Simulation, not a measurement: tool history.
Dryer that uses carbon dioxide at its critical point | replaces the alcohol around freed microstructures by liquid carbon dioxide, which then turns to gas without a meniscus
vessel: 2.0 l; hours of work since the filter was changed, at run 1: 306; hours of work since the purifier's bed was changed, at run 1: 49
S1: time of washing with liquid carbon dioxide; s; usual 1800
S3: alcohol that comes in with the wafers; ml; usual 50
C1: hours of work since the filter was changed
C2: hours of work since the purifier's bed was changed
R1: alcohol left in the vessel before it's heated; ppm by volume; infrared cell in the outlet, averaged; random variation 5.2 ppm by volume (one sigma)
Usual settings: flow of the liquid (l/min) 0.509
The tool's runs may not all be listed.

{"run": 1, "day": 0.0, "S1": 1800, "flow of the liquid (l/min)": 0.509, "S3": 50, "C1": 306, "C2": 49, "R1": 124}
{"run": 2, "day": 0.383, "S1": 1800, "flow of the liquid (l/min)": 0.509, "S3": 50, "C1": 309, "C2": 51, "R1": 128}
{"run": 3, "day": 0.979, "S1": 1800, "flow of the liquid (l/min)": 0.509, "S3": 50, "C1": 313, "C2": 56, "R1": 142}
{"run": 4, "day": 1.454, "S1": 1800, "flow of the liquid (l/min)": 0.509, "S3": 50, "C1": 317, "C2": 59, "R1": 135}
{"run": 5, "day": 2.058, "S1": 2580, "flow of the liquid (l/min)": 0.509, "S3": 50, "C1": 321, "C2": 64, "R1": 31}
{"run": 6, "day": 2.496, "S1": 2580, "flow of the liquid (l/min)": 0.509, "S3": 50, "C1": 324, "C2": 67, "R1": 26}
{"run": 7, "day": 3.071, "S1": 1800, "flow of the liquid (l/min)": 0.509, "S3": 50, "C1": 328, "C2": 71, "R1": 125}
{"run": 8, "day": 3.354, "S1": 1800, "flow of the liquid (l/min)": 0.341, "S3": 50, "C1": 330, "C2": 73, "R1": 678}
{"run": 9, "day": 3.688, "S1": 1800, "flow of the liquid (l/min)": 0.341, "S3": 50, "C1": 333, "C2": 75, "R1": 678}
{"run": 10, "day": 4.196, "S1": 1680, "flow of the liquid (l/min)": 0.341, "S3": 35, "C1": 337, "C2": 79, "R1": 616}
{"run": 11, "day": 4.692, "S1": 1680, "flow of the liquid (l/min)": 0.341, "S3": 35, "C1": 340, "C2": 83, "R1": 611}
{"run": 12, "day": 5.046, "S1": 1680, "flow of the liquid (l/min)": 0.341, "S3": 35, "C1": 343, "C2": 85, "R1": 628}
{"run": 13, "day": 5.333, "S1": 1680, "flow of the liquid (l/min)": 0.341, "S3": 35, "C1": 345, "C2": 87, "R1": 632}
{"run": 14, "day": 5.883, "S1": 1680, "flow of the liquid (l/min)": 0.341, "S3": 35, "C1": 349, "C2": 91, "R1": 628}
{"run": 15, "day": 6.283, "S1": 1680, "flow of the liquid (l/min)": 0.341, "S3": 35, "C1": 352, "C2": 94, "R1": 608}

Forecast each of these 4 alternatives for the next run:
{"run": "A", "day": 6.867, "S1": 1800, "flow of the liquid (l/min)": 0.773, "S3": 37, "C1": 356, "C2": 98, "R1": "?"}
{"run": "B", "day": 6.867, "S1": 2100, "flow of the liquid (l/min)": 0.341, "S3": 21, "C1": 356, "C2": 98, "R1": "?"}
{"run": "C", "day": 6.867, "S1": 1800, "flow of the liquid (l/min)": 0.509, "S3": 104, "C1": 356, "C2": 98, "R1": "?"}
{"run": "D", "day": 6.867, "S1": 1140, "flow of the liquid (l/min)": 0.341, "S3": 35, "C1": 356, "C2": 98, "R1": "?"}

run=A R1=20
run=B R1=171
run=C R1=256
run=D R1=1818
Without the tool's hidden state the same runs would have given:
run=A R1=5
run=B R1=126
run=C R1=180
run=D R1=1586
